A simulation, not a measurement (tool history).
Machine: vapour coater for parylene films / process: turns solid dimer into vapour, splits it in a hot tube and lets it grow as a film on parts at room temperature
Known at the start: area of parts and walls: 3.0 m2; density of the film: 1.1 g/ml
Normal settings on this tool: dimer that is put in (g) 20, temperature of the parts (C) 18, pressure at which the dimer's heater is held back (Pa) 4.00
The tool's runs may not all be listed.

run,hour,dimer that is put in (g),temperature of the parts (C),pressure at which the dimer's heater is held back (Pa),thickness of the film (µm)
1,0.0,20,18,4.00,3.689
2,13.9,20,18,4.00,3.686
3,27.3,20,18,4.00,3.698
4,35.8,20,18,4.00,3.673
5,51.6,20,18,4.00,3.671
6,68.1,20,18,4.00,3.664
7,84.7,13,18,4.00,2.392
8,94.7,13,18,4.00,2.385
9,106.6,20,11,4.00,4.268
10,120.4,20,11,4.00,4.279
11,130.2,20,18,4.00,3.669
12,140.3,20,18,4.00,3.669
13,155.1,20,18,4.00,3.668
14,169.3,20,18,4.00,3.661
15,187.5,20,18,2.96,3.848
16,206.6,20,20,2.96,3.694
17,220.0,20,20,2.96,3.710
18,236.2,20,20,2.96,3.699
19,255.2,17,18,4.00,3.099
20,273.0,17,23,4.00,2.783
21,287.9,17,23,4.00,2.781
22,302.0,17,23,4.00,2.772
23,320.0,17,23,4.00,2.794
24,330.8,17,20,4.00,2.973
25,347.5,16,20,2.40,3.057
26,361.7,10,15,11.42,1.617
27,380.8,19,11,11.12,3.357
28,399.3,19,11,11.12,3.370
29,409.0,20,14,4.00,3.978
30,425.1,20,14,4.00,3.967
31,442.3,10,12,11.46,1.724
32,453.8,14,10,7.37,2.727
33,465.6,12,21,3.82,2.045
34,479.4,12,21,2.90,2.141
35,497.2,15,13,4.00,3.052
36,513.9,13,24,4.00,2.070
37,528.8,27,21,3.58,4.661
38,538.0,20,22,4.00,3.311
39,548.0,11,28,2.54,1.750
40,560.3,26,29,2.62,3.983
41,575.3,20,18,2.28,3.988
42,594.6,13,13,3.42,2.698
43,607.8,19,10,2.48,4.463
44,616.7,19,10,2.48,4.458
45,627.1,19,10,2.48,4.444
46,635.1,11,13,6.53,2.027
47,653.8,11,13,6.53,2.030

Below are 4 alternative next runs, each starting from the tool's condition after run 47. Predict each:
A,669.5,27,13,6.39,?
B,669.5,35,18,4.00,?
C,669.5,14,17,6.53,?
D,669.5,20,26,4.00,?

run,thickness of the film (µm)
A,5.026
B,6.318
C,2.366
D,3.037
Stripped of hidden state, with their random variation kept, the same runs would have yielded:
run,thickness of the film (µm)
A,5.231
B,6.576
C,2.463
D,3.161

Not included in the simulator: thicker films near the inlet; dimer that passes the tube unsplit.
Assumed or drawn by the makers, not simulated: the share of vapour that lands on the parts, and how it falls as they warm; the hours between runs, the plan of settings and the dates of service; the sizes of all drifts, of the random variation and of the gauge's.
